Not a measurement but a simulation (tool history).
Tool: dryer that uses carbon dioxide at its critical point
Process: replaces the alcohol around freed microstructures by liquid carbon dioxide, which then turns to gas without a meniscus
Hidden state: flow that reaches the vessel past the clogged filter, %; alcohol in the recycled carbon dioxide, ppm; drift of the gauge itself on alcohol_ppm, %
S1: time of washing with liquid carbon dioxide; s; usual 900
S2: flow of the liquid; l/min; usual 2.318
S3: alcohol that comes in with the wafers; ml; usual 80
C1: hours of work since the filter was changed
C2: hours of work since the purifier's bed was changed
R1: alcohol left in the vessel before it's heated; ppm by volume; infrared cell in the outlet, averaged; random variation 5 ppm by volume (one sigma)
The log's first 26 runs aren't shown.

| run | hour | S1 | S2 | S3 | C1 | C2 | R1 |
|---|---|---|---|---|---|---|---|
| 27 | 345.5 | 660 | 1.49 | 24 | 48 | 306 | 303 |
| 28 | 362.9 | 660 | 2.63 | 43 | 61 | 318 | 88 |
| 29 | 380.3 | 1200 | 2.318 | 80 | 73 | 330 | 31 |
| 30 | 395.2 | 900 | 2.21 | 87 | 84 | 341 | 85 |
| 31 | 408 | 660 | 3.38 | 77 | 93 | 350 | 55 |
| 32 | 422.9 | 540 | 2.69 | 27 | 103 | 361 | 115 |
| 33 | 435 | 540 | 2.69 | 90 | 112 | 370 | 307 |
| 34 | 448.7 | 540 | 2.69 | 90 | 122 | 379 | 321 |
| 35 | 465 | 540 | 2.69 | 90 | 133 | 391 | 320 |
| 36 | 474.4 | 960 | 2.69 | 90 | 140 | 398 | 44 |
| 37 | 482.9 | 960 | 2.69 | 90 | 146 | 404 | 52 |
| 38 | 496.7 | 1140 | 2.33 | 31 | 156 | 414 | 36 |
| 39 | 508.8 | 1080 | 2.82 | 75 | 165 | 422 | 32 |
| 40 | 522.3 | 600 | 1.41 | 25 | 174 | 432 | 479 |
| 41 | 537.4 | 900 | 1.5 | 25 | 185 | 443 | 137 |
| 42 | 550.7 | 720 | 2.41 | 80 | 195 | 452 | 161 |
| 43 | 563.1 | 660 | 2.73 | 24 | 203 | 461 | 60 |
| 44 | 571.8 | 660 | 2.73 | 48 | 210 | 467 | 89 |
| 45 | 585.5 | 900 | 1.41 | 59 | 219 | 477 | 338 |
| 46 | 602.4 | 1200 | 2.318 | 76 | 231 | 489 | 41 |
| 47 | 610.3 | 900 | 1.93 | 34 | 237 | 495 | 86 |
| 48 | 619.7 | 660 | 1.68 | 113 | 244 | 501 | 1022 |

3 ways to go on from here, each from the tool as it stands after run 48. What would each give?
| A | 630.8 | 900 | 2.32 | 72 | 252 | 509 | ? |
| B | 630.8 | 720 | 2.318 | 80 | 252 | 509 | ? |
| C | 630.8 | 900 | 3.56 | 44 | 252 | 509 | ? |

| run | R1 |
|---|---|
| A | 78 |
| B | 181 |
| C | 41 |
Without the tool's hidden state the same runs would have given:
| run | R1 |
|---|---|
| A | 34 |
| B | 119 |
| C | 5 |

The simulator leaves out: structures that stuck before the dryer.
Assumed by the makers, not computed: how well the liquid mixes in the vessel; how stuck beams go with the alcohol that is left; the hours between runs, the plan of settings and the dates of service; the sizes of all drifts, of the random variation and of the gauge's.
